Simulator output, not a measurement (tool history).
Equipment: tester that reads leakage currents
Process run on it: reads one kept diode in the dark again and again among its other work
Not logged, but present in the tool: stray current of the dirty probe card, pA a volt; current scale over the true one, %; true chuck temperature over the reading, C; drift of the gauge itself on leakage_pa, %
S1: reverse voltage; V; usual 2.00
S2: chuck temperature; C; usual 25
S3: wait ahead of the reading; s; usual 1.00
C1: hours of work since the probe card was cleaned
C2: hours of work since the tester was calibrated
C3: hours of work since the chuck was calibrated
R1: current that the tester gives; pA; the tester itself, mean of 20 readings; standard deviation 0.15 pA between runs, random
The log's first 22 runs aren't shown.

| run | hour | S1 | S2 | S3 | C1 | C2 | C3 | R1 |
|---|---|---|---|---|---|---|---|---|
| 23 | 1208.5 | 11.03 | 56 | 0.41 | 201 | 726 | 821 | 815.75 |
| 24 | 1273.5 | 1.66 | 29 | 3.53 | 229 | 754 | 850 | 58.13 |
| 25 | 1314.9 | 4.84 | 54 | 5.46 | 248 | 773 | 868 | 535.60 |
| 26 | 1391.0 | 12.04 | 42 | 1.19 | 281 | 806 | 902 | 304.89 |
| 27 | 1435.7 | 12.04 | 42 | 1.19 | 301 | 826 | 921 | 304.66 |
| 28 | 1492.9 | 3.78 | 28 | 4.89 | 326 | 851 | 947 | 69.81 |
| 29 | 1527.2 | 9.98 | 24 | 5.62 | 341 | 866 | 962 | 70.63 |
| 30 | 1602.4 | 1.61 | 24 | 7.18 | 375 | 899 | 995 | 37.69 |
| 31 | 1647.8 | 1.61 | 24 | 7.18 | 395 | 919 | 1015 | 37.57 |

Forecast run 32:
| 32 | 1701.8 | 1.36 | 25 | 1.00 | 418 | 943 | 1039 | ? |

R1: 38.94 pA
Had the tool carried no hidden state, the very same run would have given R1 42.93 pA.
